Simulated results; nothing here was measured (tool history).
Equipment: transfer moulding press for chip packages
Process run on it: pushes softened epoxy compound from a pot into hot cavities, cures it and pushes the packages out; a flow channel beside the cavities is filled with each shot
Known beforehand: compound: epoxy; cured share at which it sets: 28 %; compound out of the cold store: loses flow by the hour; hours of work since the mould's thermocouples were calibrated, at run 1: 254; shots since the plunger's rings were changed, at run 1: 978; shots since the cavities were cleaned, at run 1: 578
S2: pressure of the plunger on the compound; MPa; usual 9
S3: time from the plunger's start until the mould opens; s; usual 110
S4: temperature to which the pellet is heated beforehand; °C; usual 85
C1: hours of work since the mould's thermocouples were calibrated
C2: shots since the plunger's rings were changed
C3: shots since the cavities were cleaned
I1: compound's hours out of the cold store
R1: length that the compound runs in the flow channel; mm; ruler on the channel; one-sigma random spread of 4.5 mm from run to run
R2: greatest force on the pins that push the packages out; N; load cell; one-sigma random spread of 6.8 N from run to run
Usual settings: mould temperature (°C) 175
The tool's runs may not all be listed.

run 1 hour=0 | mould_temperature_(°C)=175 S2=9 S3=110 S4=85 | C1=254 C2=978 C3=578 | I1=17 | R1=665 R2=279
run 2 hour=6.6 | mould_temperature_(°C)=171 S2=9 S3=110 S4=85 | C1=258 C2=1056 C3=656 | I1=15.2 | R1=670 R2=307
run 3 hour=14.1 | mould_temperature_(°C)=183 S2=9 S3=110 S4=85 | C1=264 C2=1146 C3=746 | I1=40 | R1=575 R2=264
run 4 hour=23 | mould_temperature_(°C)=183 S2=9 S3=110 S4=85 | C1=270 C2=1250 C3=850 | I1=32.2 | R1=604 R2=269
run 5 hour=27.9 | mould_temperature_(°C)=183 S2=9 S3=110 S4=85 | C1=273 C2=1310 C3=910 | I1=13.2 | R1=661 R2=269
run 6 hour=38.3 | mould_temperature_(°C)=183 S2=9 S3=110 S4=85 | C1=280 C2=1433 C3=1033 | I1=20.4 | R1=638 R2=266
run 7 hour=47.1 | mould_temperature_(°C)=177 S2=9 S3=110 S4=85 | C1=286 C2=1536 C3=1136 | I1=11.2 | R1=677 R2=274
-- hour=51.4 cavities cleaned with cleaning compound and waxed
run 8 hour=59.8 | mould_temperature_(°C)=175 S2=9 S3=110 S4=85 | C1=293 C2=1670 C3=101 | I1=40.8 | R1=592 R2=275
run 9 hour=66.4 | mould_temperature_(°C)=173 S2=9.03 S3=119 S4=81 | C1=298 C2=1747 C3=178 | I1=13.7 | R1=678 R2=278
run 10 hour=72.6 | mould_temperature_(°C)=178 S2=10.14 S3=110 S4=85 | C1=302 C2=1822 C3=253 | I1=19.1 | R1=694 R2=265
run 11 hour=81.2 | mould_temperature_(°C)=178 S2=10.14 S3=110 S4=79 | C1=308 C2=1923 C3=354 | I1=25.2 | R1=674 R2=263
run 12 hour=90.6 | mould_temperature_(°C)=175 S2=10.99 S3=110 S4=84 | C1=314 C2=2035 C3=466 | I1=34.5 | R1=675 R2=283
run 13 hour=97.4 | mould_temperature_(°C)=175 S2=10.99 S3=110 S4=84 | C1=319 C2=2116 C3=547 | I1=33.1 | R1=680 R2=265
run 14 hour=107.6 | mould_temperature_(°C)=182 S2=7.57 S3=103 S4=85 | C1=326 C2=2236 C3=667 | I1=41.8 | R1=531 R2=265
run 15 hour=118.6 | mould_temperature_(°C)=175 S2=9 S3=110 S4=81 | C1=333 C2=2367 C3=798 | I1=38.2 | R1=592 R2=285
run 16 hour=126.7 | mould_temperature_(°C)=170 S2=8.61 S3=110 S4=85 | C1=339 C2=2462 C3=893 | I1=32.4 | R1=604 R2=313

Forecast each of these 3 alternatives for the next run:
run A hour=138.5 | mould_temperature_(°C)=169 S2=9 S3=110 S4=85 | C1=346 C2=2603 C3=1034 | I1=21.3 | R1=? R2=?
run B hour=138.5 | mould_temperature_(°C)=179 S2=8.62 S3=102 S4=85 | C1=346 C2=2603 C3=1034 | I1=27.7 | R1=? R2=?
run C hour=138.5 | mould_temperature_(°C)=182 S2=7.29 S3=110 S4=85 | C1=346 C2=2603 C3=1034 | I1=43.4 | R1=? R2=?

run=A R1=665 R2=330
run=B R1=605 R2=283
run=C R1=520 R2=255
Stripped of hidden state, with their random variation kept, the same runs would have yielded:
run=A R1=665 R2=324
run=B R1=605 R2=279
run=C R1=520 R2=251
